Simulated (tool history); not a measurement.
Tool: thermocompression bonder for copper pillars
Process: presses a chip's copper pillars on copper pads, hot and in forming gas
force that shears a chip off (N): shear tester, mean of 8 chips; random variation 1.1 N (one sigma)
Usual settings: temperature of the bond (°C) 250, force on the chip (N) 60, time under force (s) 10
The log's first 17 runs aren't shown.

run   hour  temperature of the bond (°C)  force on the chip (N)  time under force (s)  force that shears a chip off (N)
 18  340.9                           250                     60                    17                              99.7
 19  365.8                           250                     60                    17                              97.2
 20  383.4                           250                     60                    10                              83.0
 21  397.7                           248                     74                    20                             103.3
 22  414.5                           248                     74                    20                             104.6
 23  443.6                           248                     64                     9                              76.9
 24  465.1                           248                     64                     9                              80.0
     473.7  -- forming gas filter changed
 25  479.2                           244                     67                    29                             113.4
     483.3  -- force cell calibrated
 26  494.9                           241                     60                    21                              97.5
 27  517.9                           266                     76                    24                             127.1
     529.8  -- force cell calibrated, once more
 28  539.8                           266                     65                     9                             102.0
 29  557.4                           255                     60                    23                             112.4
 30  580.6                           277                     60                     5                              94.2
 31  600.8                           253                     38                     9                              69.3
 32  620.4                           253                     38                     9                              70.3
 33  643.7                           260                     68                     6                              83.2
 34  659.3                           227                     68                    29                              91.2
 35  683.4                           227                     68                    29                              88.1
 36  704.2                           273                     60                     6                              89.2
 37  728.3                           222                     60                    20                              70.8
 38  754.2                           270                     60                     7                              91.5
 39  766.6                           228                     50                     7                              47.5
     768.6  -- forming gas filter changed
 40  786.7                           248                     60                    19                             100.5

Forecast each of these 4 alternatives for the next run:
  A  816.1                           249                     60                    19                                 ?
  B  816.1                           231                     52                    19                                 ?
  C  816.1                           250                     78                     6                                 ?
  D  816.1                           248                     69                    19                                 ?

run  force that shears a chip off (N)
  A                             104.3
  B                              77.7
  C                              81.3
  D                             105.8
Without the tool's hidden state the same runs would have given:
run  force that shears a chip off (N)
  A                             113.4
  B                              87.2
  C                              90.2
  D                             114.6
